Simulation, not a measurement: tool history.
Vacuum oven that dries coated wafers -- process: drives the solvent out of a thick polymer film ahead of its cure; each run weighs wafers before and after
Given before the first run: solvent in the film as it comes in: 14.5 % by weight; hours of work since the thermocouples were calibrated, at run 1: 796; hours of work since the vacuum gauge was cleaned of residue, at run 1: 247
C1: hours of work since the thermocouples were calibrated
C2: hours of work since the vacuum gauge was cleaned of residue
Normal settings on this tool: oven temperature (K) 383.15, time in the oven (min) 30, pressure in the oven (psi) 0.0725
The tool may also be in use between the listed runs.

{"run": 1, "day": 0.0, "oven temperature (K)": 383.15, "time in the oven (min)": 30, "pressure in the oven (psi)": 0.0725, "C1": 796, "C2": 247, "solvent left in the film (%)": 2.0}
{"run": 2, "day": 0.758, "oven temperature (K)": 383.15, "time in the oven (min)": 30, "pressure in the oven (psi)": 0.0725, "C1": 809, "C2": 260, "solvent left in the film (%)": 1.91}
{"run": 3, "day": 1.433, "oven temperature (K)": 383.15, "time in the oven (min)": 30, "pressure in the oven (psi)": 0.0725, "C1": 820, "C2": 271, "solvent left in the film (%)": 1.91}
{"run": 4, "day": 2.158, "oven temperature (K)": 383.15, "time in the oven (min)": 16, "pressure in the oven (psi)": 0.0725, "C1": 832, "C2": 283, "solvent left in the film (%)": 4.46}
{"run": 5, "day": 2.779, "oven temperature (K)": 383.15, "time in the oven (min)": 16, "pressure in the oven (psi)": 0.0725, "C1": 842, "C2": 293, "solvent left in the film (%)": 4.39}
{"run": 6, "day": 3.146, "oven temperature (K)": 383.15, "time in the oven (min)": 16, "pressure in the oven (psi)": 0.1881, "C1": 849, "C2": 299, "solvent left in the film (%)": 4.62}
{"run": 7, "day": 3.692, "oven temperature (K)": 383.15, "time in the oven (min)": 16, "pressure in the oven (psi)": 0.1881, "C1": 858, "C2": 309, "solvent left in the film (%)": 4.7}
{"run": 8, "day": 4.229, "oven temperature (K)": 383.15, "time in the oven (min)": 16, "pressure in the oven (psi)": 0.1881, "C1": 866, "C2": 317, "solvent left in the film (%)": 4.65}
{"run": 9, "day": 4.658, "oven temperature (K)": 383.15, "time in the oven (min)": 44, "pressure in the oven (psi)": 0.0725, "C1": 874, "C2": 325, "solvent left in the film (%)": 0.91}
{"run": 10, "day": 5.508, "oven temperature (K)": 383.15, "time in the oven (min)": 36, "pressure in the oven (psi)": 0.0725, "C1": 888, "C2": 339, "solvent left in the film (%)": 1.39}
{"run": 11, "day": 5.983, "oven temperature (K)": 383.15, "time in the oven (min)": 36, "pressure in the oven (psi)": 0.0725, "C1": 896, "C2": 346, "solvent left in the film (%)": 1.41}
{"run": 12, "day": 6.6, "oven temperature (K)": 383.15, "time in the oven (min)": 36, "pressure in the oven (psi)": 0.0725, "C1": 906, "C2": 357, "solvent left in the film (%)": 1.41}
{"run": 13, "day": 7.125, "oven temperature (K)": 383.15, "time in the oven (min)": 54, "pressure in the oven (psi)": 0.0725, "C1": 914, "C2": 365, "solvent left in the film (%)": 0.58}
{"run": 14, "day": 7.762, "oven temperature (K)": 383.15, "time in the oven (min)": 30, "pressure in the oven (psi)": 0.0725, "C1": 925, "C2": 376, "solvent left in the film (%)": 2.02}
{"run": 15, "day": 8.208, "oven temperature (K)": 382.15, "time in the oven (min)": 30, "pressure in the oven (psi)": 0.0725, "C1": 932, "C2": 383, "solvent left in the film (%)": 2.07}
{"run": 16, "day": 8.792, "oven temperature (K)": 383.15, "time in the oven (min)": 30, "pressure in the oven (psi)": 0.0554, "C1": 942, "C2": 393, "solvent left in the film (%)": 1.93}
{"run": 17, "day": 9.633, "oven temperature (K)": 383.15, "time in the oven (min)": 30, "pressure in the oven (psi)": 0.0554, "C1": 956, "C2": 407, "solvent left in the film (%)": 1.87}
{"run": 18, "day": 10.075, "oven temperature (K)": 383.15, "time in the oven (min)": 30, "pressure in the oven (psi)": 0.0554, "C1": 963, "C2": 414, "solvent left in the film (%)": 1.87}
{"run": 19, "day": 10.929, "oven temperature (K)": 383.15, "time in the oven (min)": 31, "pressure in the oven (psi)": 0.0554, "C1": 977, "C2": 428, "solvent left in the film (%)": 1.84}
{"run": 20, "day": 11.7, "oven temperature (K)": 383.15, "time in the oven (min)": 31, "pressure in the oven (psi)": 0.0554, "C1": 990, "C2": 441, "solvent left in the film (%)": 1.75}
{"run": 21, "day": 12.379, "oven temperature (K)": 383.15, "time in the oven (min)": 30, "pressure in the oven (psi)": 0.0725, "C1": 1001, "C2": 452, "solvent left in the film (%)": 1.94}
{"run": 22, "day": 12.908, "oven temperature (K)": 383.15, "time in the oven (min)": 30, "pressure in the oven (psi)": 0.0725, "C1": 1010, "C2": 461, "solvent left in the film (%)": 1.93}
{"run": 23, "day": 13.358, "oven temperature (K)": 383.15, "time in the oven (min)": 30, "pressure in the oven (psi)": 0.0725, "C1": 1018, "C2": 469, "solvent left in the film (%)": 1.95}
{"run": 24, "day": 13.85, "oven temperature (K)": 373.15, "time in the oven (min)": 30, "pressure in the oven (psi)": 0.1382, "C1": 1026, "C2": 477, "solvent left in the film (%)": 4.39}
{"run": 25, "day": 14.371, "oven temperature (K)": 378.15, "time in the oven (min)": 30, "pressure in the oven (psi)": 0.0725, "C1": 1034, "C2": 485, "solvent left in the film (%)": 3.03}
{"run": 26, "day": 15.188, "oven temperature (K)": 378.15, "time in the oven (min)": 30, "pressure in the oven (psi)": 0.0725, "C1": 1048, "C2": 499, "solvent left in the film (%)": 3.03}
{"run": 27, "day": 15.958, "oven temperature (K)": 378.15, "time in the oven (min)": 34, "pressure in the oven (psi)": 0.1719, "C1": 1061, "C2": 512, "solvent left in the film (%)": 2.82}
{"run": 28, "day": 16.354, "oven temperature (K)": 380.15, "time in the oven (min)": 48, "pressure in the oven (psi)": 0.2017, "C1": 1067, "C2": 518, "solvent left in the film (%)": 1.43}
{"run": 29, "day": 17.067, "oven temperature (K)": 386.15, "time in the oven (min)": 41, "pressure in the oven (psi)": 0.2429, "C1": 1079, "C2": 530, "solvent left in the film (%)": 1.11}
{"run": 30, "day": 17.779, "oven temperature (K)": 386.15, "time in the oven (min)": 41, "pressure in the oven (psi)": 0.2429, "C1": 1091, "C2": 542, "solvent left in the film (%)": 1.04}
{"run": 31, "day": 18.471, "oven temperature (K)": 386.15, "time in the oven (min)": 41, "pressure in the oven (psi)": 0.2728, "C1": 1102, "C2": 553, "solvent left in the film (%)": 1.2}
{"run": 32, "day": 19.238, "oven temperature (K)": 383.15, "time in the oven (min)": 30, "pressure in the oven (psi)": 0.1318, "C1": 1115, "C2": 566, "solvent left in the film (%)": 2.1}
{"run": 33, "day": 19.633, "oven temperature (K)": 391.15, "time in the oven (min)": 17, "pressure in the oven (psi)": 0.0448, "C1": 1121, "C2": 572, "solvent left in the film (%)": 2.48}
{"run": 34, "day": 20.362, "oven temperature (K)": 384.15, "time in the oven (min)": 46, "pressure in the oven (psi)": 0.112, "C1": 1134, "C2": 585, "solvent left in the film (%)": 0.88}
{"run": 35, "day": 20.888, "oven temperature (K)": 384.15, "time in the oven (min)": 46, "pressure in the oven (psi)": 0.112, "C1": 1142, "C2": 593, "solvent left in the film (%)": 0.84}
{"run": 36, "day": 21.375, "oven temperature (K)": 379.15, "time in the oven (min)": 22, "pressure in the oven (psi)": 0.0725, "C1": 1150, "C2": 601, "solvent left in the film (%)": 4.04}
{"run": 37, "day": 22.142, "oven temperature (K)": 379.15, "time in the oven (min)": 22, "pressure in the oven (psi)": 0.0725, "C1": 1163, "C2": 614, "solvent left in the film (%)": 4.04}
{"run": 38, "day": 22.688, "oven temperature (K)": 383.15, "time in the oven (min)": 30, "pressure in the oven (psi)": 0.0748, "C1": 1172, "C2": 623, "solvent left in the film (%)": 1.98}
{"run": 39, "day": 23.408, "oven temperature (K)": 383.15, "time in the oven (min)": 30, "pressure in the oven (psi)": 0.0748, "C1": 1184, "C2": 635, "solvent left in the film (%)": 1.96}
{"run": 40, "day": 23.971, "oven temperature (K)": 383.15, "time in the oven (min)": 28, "pressure in the oven (psi)": 0.107, "C1": 1193, "C2": 644, "solvent left in the film (%)": 2.2}
{"run": 41, "day": 24.767, "oven temperature (K)": 384.15, "time in the oven (min)": 38, "pressure in the oven (psi)": 0.0703, "C1": 1206, "C2": 657, "solvent left in the film (%)": 1.16}
{"run": 42, "day": 25.425, "oven temperature (K)": 382.15, "time in the oven (min)": 30, "pressure in the oven (psi)": 0.255, "C1": 1217, "C2": 668, "solvent left in the film (%)": 2.59}
{"run": 43, "day": 26.171, "oven temperature (K)": 383.15, "time in the oven (min)": 16, "pressure in the oven (psi)": 0.0725, "C1": 1230, "C2": 681, "solvent left in the film (%)": 4.5}
{"run": 44, "day": 26.862, "oven temperature (K)": 383.15, "time in the oven (min)": 16, "pressure in the oven (psi)": 0.0725, "C1": 1241, "C2": 692, "solvent left in the film (%)": 4.52}
{"run": 45, "day": 27.288, "oven temperature (K)": 368.15, "time in the oven (min)": 25, "pressure in the oven (psi)": 0.2084, "C1": 1248, "C2": 699, "solvent left in the film (%)": 6.57}
{"run": 46, "day": 27.975, "oven temperature (K)": 368.15, "time in the oven (min)": 35, "pressure in the oven (psi)": 0.2648, "C1": 1260, "C2": 711, "solvent left in the film (%)": 5.46}

3 options for the next run, each taken on its own from the tool as it stands now. Forecast them:
{"run": "A", "day": 28.592, "oven temperature (K)": 368.15, "time in the oven (min)": 35, "pressure in the oven (psi)": 0.0374, "C1": 1270, "C2": 721, "solvent left in the film (%)": "?"}
{"run": "B", "day": 28.592, "oven temperature (K)": 383.15, "time in the oven (min)": 34, "pressure in the oven (psi)": 0.0725, "C1": 1270, "C2": 721, "solvent left in the film (%)": "?"}
{"run": "C", "day": 28.592, "oven temperature (K)": 390.15, "time in the oven (min)": 35, "pressure in the oven (psi)": 0.0683, "C1": 1270, "C2": 721, "solvent left in the film (%)": "?"}

run=A solvent_left_in_the_film_(%)=4.76
run=B solvent_left_in_the_film_(%)=1.58
run=C solvent_left_in_the_film_(%)=0.58
The same runs, with their run-to-run variation unchanged, on a tool lacking any hidden condition would have given:
run=A solvent_left_in_the_film_(%)=4.79
run=B solvent_left_in_the_film_(%)=1.60
run=C solvent_left_in_the_film_(%)=0.59
